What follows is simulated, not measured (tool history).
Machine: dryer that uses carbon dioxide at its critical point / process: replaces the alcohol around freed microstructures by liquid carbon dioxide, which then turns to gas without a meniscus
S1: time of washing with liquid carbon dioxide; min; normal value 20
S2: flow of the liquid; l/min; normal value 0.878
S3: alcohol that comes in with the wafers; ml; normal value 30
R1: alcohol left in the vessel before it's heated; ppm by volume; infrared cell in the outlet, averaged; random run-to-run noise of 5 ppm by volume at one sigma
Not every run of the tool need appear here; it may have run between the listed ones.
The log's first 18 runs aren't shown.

run	hour	S1	S2	S3	R1
19	192.3	20	0.878	30	28
20	200.1	20	0.878	30	39
21	207.8	19	0.878	30	37
22	220.6	15	0.815	80	207
23	227.7	15	0.579	24	312
24	236.6	15	0.579	24	316
25	248.8	15	0.579	24	321
26	264.0	21	0.615	120	264
27	279.4	12	0.796	53	460
28	287.3	18	0.878	61	68
29	302.2	18	0.878	61	67
30	313.5	32	0.878	99	34
31	320.1	20	1.479	88	38
32	334.9	20	1.479	88	42
33	350.5	20	1.479	88	31
34	365.6	20	0.878	25	51
35	377.6	20	0.878	25	46
36	391.9	20	0.878	65	59
37	406.4	20	0.979	42	50
38	420.1	25	1.102	42	37
39	427.6	23	0.878	30	35
40	438.7	23	0.878	30	39
41	445.9	17	0.775	21	84
42	460.2	17	0.775	21	89

Branching from run 42: 3 alternative next runs. What would each branch give?
A	468.2	22	0.775	21	?
B	468.2	22	1.073	30	?
C	468.2	17	0.775	71	?

run	R1
A	48
B	34
C	194
The same runs, with their run-to-run variation unchanged, on a tool lacking any hidden condition would have given:
run	R1
A	5
B	0
C	78
